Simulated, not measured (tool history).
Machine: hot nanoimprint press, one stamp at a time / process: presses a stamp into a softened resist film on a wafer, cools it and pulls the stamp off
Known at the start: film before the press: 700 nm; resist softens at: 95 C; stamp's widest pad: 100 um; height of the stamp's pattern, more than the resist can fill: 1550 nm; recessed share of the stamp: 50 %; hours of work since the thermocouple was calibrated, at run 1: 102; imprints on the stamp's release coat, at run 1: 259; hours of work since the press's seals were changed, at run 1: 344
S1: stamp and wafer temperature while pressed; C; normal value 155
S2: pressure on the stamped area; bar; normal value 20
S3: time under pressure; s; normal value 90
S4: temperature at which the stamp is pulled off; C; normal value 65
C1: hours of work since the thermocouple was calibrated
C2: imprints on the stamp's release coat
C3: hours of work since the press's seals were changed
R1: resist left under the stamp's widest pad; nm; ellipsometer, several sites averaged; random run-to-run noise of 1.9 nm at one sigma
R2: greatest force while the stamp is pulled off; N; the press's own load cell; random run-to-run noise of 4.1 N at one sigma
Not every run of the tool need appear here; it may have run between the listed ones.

| run | hour | S1 | S2 | S3 | S4 | C1 | C2 | C3 | R1 | R2 |
|---|---|---|---|---|---|---|---|---|---|---|
| 1 | 0 | 155 | 20 | 90 | 65 | 102 | 259 | 344 | 301.1 | 211 |
| 2 | 13.6 | 155 | 20 | 90 | 65 | 112 | 333 | 354 | 301.3 | 206 |
| 3 | 34.3 | 155 | 20 | 90 | 65 | 126 | 445 | 368 | 300.4 | 215 |
| 4 | 51.9 | 155 | 20 | 74 | 65 | 139 | 541 | 381 | 325.2 | 215 |
| 5 | 65.5 | 155 | 20 | 74 | 65 | 149 | 614 | 391 | 326.9 | 217 |
| 6 | 76 | 155 | 20 | 74 | 65 | 156 | 671 | 398 | 328.8 | 230 |
|  | 81 | plate thermocouple calibrated |
| 7 | 92.4 | 155 | 22.9 | 90 | 65 | 8 | 744 | 408 | 284.3 | 224 |
|  | 118.6 | stamp cleaned and given a new release coat |
| 8 | 122.5 | 155 | 25.7 | 90 | 65 | 25 | 21 | 425 | 268.8 | 203 |
| 9 | 133.6 | 163 | 25.7 | 90 | 70 | 33 | 81 | 433 | 170.8 | 176 |
| 10 | 148.2 | 152 | 13.8 | 72 | 54 | 44 | 160 | 443 | 432.4 | 257 |
| 11 | 162.1 | 151 | 20 | 168 | 65 | 54 | 236 | 453 | 292.5 | 207 |
| 12 | 185.6 | 149 | 20 | 90 | 65 | 70 | 363 | 470 | 409 | 208 |
|  | 199.5 | plate thermocouple calibrated, once more |
| 13 | 199.5 | 157 | 20 | 90 | 68 | 0 | 422 | 478 | 276.6 | 199 |
| 14 | 221.8 | 163 | 29.9 | 77 | 68 | 16 | 543 | 493 | 172.5 | 208 |
| 15 | 244.6 | 155 | 26 | 90 | 69 | 32 | 667 | 510 | 270.6 | 207 |

Below are 3 alternative next runs, each starting from the tool's condition after run 15. Predict each:
| A | 265.5 | 155 | 17.1 | 90 | 65 | 47 | 780 | 525 | ? | ? |
| B | 265.5 | 162 | 20 | 51 | 55 | 47 | 780 | 525 | ? | ? |
| C | 265.5 | 154 | 26 | 143 | 67 | 47 | 780 | 525 | ? | ? |

| run | R1 | R2 |
|---|---|---|
| A | 321.7 | 231 |
| B | 262.4 | 285 |
| C | 237.2 | 218 |
Take away the tool's hidden state, keep each run's random variation, and the runs would have read:
| run | R1 | R2 |
|---|---|---|
| A | 317.8 | 208 |
| B | 257.9 | 257 |
| C | 231.4 | 196 |
